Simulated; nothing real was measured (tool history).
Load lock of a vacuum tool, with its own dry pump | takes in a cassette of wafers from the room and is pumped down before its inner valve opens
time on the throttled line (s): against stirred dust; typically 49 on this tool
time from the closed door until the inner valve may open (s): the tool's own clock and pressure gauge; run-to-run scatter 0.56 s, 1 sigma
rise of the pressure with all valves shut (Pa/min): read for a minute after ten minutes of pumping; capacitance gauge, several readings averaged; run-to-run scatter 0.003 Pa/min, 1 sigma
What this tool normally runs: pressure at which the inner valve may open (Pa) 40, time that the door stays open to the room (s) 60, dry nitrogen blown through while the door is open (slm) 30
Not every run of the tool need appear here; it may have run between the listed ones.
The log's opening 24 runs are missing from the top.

run	hour	time on the throttled line (s)	pressure at which the inner valve may open (Pa)	time that the door stays open to the room (s)	dry nitrogen blown through while the door is open (slm)	incoming humidity of the room's air, %	time from the closed door until the inner valve may open (s)	rise of the pressure with all valves shut (Pa/min)
25	2681.6	83	48	33	11	45.7	108.6	0.063
26	2825.3	83	48	33	11	43.8	109.2	0.072
27	2917.7	25	41	75	12	46.4	61.1	0.073
28	2994.9	25	41	75	12	44.8	62	0.075
29	3141	63	41	75	12	44.4	93	0.075
30	3296.6	44	39	195	24	43.7	77.8	0.085
31	3431.6	44	34	195	27	42.6	78.5	0.075
32	3512.1	46	71	151	4	45.9	77.7	0.107

3 options for the next run, each taken on its own from the tool as it stands now. Forecast them:
A	3664.9	36	71	151	31	44.7	?	?
B	3664.9	46	65	140	8	41.6	?	?
C	3664.9	95	76	53	4	44.3	?	?

run	time from the closed door until the inner valve may open (s)	rise of the pressure with all valves shut (Pa/min)
A	69.3	0.084
B	78.2	0.089
C	118.8	0.086
Without the tool's unlogged condition, the same runs would have read:
run	time from the closed door until the inner valve may open (s)	rise of the pressure with all valves shut (Pa/min)
A	66.3	0.032
B	75.3	0.037
C	116.6	0.033

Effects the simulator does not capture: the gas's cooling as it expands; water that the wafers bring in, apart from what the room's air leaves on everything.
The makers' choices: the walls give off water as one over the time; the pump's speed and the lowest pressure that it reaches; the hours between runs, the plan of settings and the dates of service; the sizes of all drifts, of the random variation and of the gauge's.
